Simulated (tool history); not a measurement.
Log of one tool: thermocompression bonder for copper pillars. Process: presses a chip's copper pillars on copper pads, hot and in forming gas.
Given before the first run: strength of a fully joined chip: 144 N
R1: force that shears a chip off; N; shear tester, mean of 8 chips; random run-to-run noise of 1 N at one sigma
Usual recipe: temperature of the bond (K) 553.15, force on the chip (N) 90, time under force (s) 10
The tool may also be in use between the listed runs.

run 1 day=0 | temperature_of_the_bond_(K)=553.15 force_on_the_chip_(N)=90 time_under_force_(s)=10 | R1=88.6
run 2 day=1.017 | temperature_of_the_bond_(K)=553.15 force_on_the_chip_(N)=90 time_under_force_(s)=10 | R1=89.4
run 3 day=1.796 | temperature_of_the_bond_(K)=553.15 force_on_the_chip_(N)=90 time_under_force_(s)=10 | R1=90.9
run 4 day=2.679 | temperature_of_the_bond_(K)=527.15 force_on_the_chip_(N)=90 time_under_force_(s)=10 | R1=69
run 5 day=3.521 | temperature_of_the_bond_(K)=527.15 force_on_the_chip_(N)=90 time_under_force_(s)=10 | R1=68
run 6 day=4.05 | temperature_of_the_bond_(K)=527.15 force_on_the_chip_(N)=90 time_under_force_(s)=10 | R1=69.1
run 7 day=4.8 | temperature_of_the_bond_(K)=553.15 force_on_the_chip_(N)=90 time_under_force_(s)=7 | R1=83.1
run 8 day=5.517 | temperature_of_the_bond_(K)=568.15 force_on_the_chip_(N)=65 time_under_force_(s)=7 | R1=82.1
run 9 day=6.112 | temperature_of_the_bond_(K)=568.15 force_on_the_chip_(N)=65 time_under_force_(s)=7 | R1=84.6
run 10 day=6.75 | temperature_of_the_bond_(K)=570.15 force_on_the_chip_(N)=102 time_under_force_(s)=6 | R1=94.2
run 11 day=7.838 | temperature_of_the_bond_(K)=570.15 force_on_the_chip_(N)=102 time_under_force_(s)=6 | R1=95.8
run 12 day=8.583 | temperature_of_the_bond_(K)=570.15 force_on_the_chip_(N)=102 time_under_force_(s)=6 | R1=94.9
run 13 day=9.379 | temperature_of_the_bond_(K)=570.15 force_on_the_chip_(N)=102 time_under_force_(s)=6 | R1=95.4
-- day=10.225 forming gas filter changed
run 14 day=10.288 | temperature_of_the_bond_(K)=529.15 force_on_the_chip_(N)=65 time_under_force_(s)=5 | R1=46.1

Each row is a separate what-if for the run after 14, all from the same tool condition, not one after another. Results?
run A day=11.117 | temperature_of_the_bond_(K)=570.15 force_on_the_chip_(N)=123 time_under_force_(s)=22 | R1=?
run B day=11.117 | temperature_of_the_bond_(K)=568.15 force_on_the_chip_(N)=129 time_under_force_(s)=30 | R1=?
run C day=11.117 | temperature_of_the_bond_(K)=550.15 force_on_the_chip_(N)=90 time_under_force_(s)=17 | R1=?

run=A R1=131.4
run=B R1=134.3
run=C R1=101.8
With the hidden condition removed and each run's random variation left untouched, the same runs would have given:
run=A R1=131.6
run=B R1=134.4
run=C R1=102

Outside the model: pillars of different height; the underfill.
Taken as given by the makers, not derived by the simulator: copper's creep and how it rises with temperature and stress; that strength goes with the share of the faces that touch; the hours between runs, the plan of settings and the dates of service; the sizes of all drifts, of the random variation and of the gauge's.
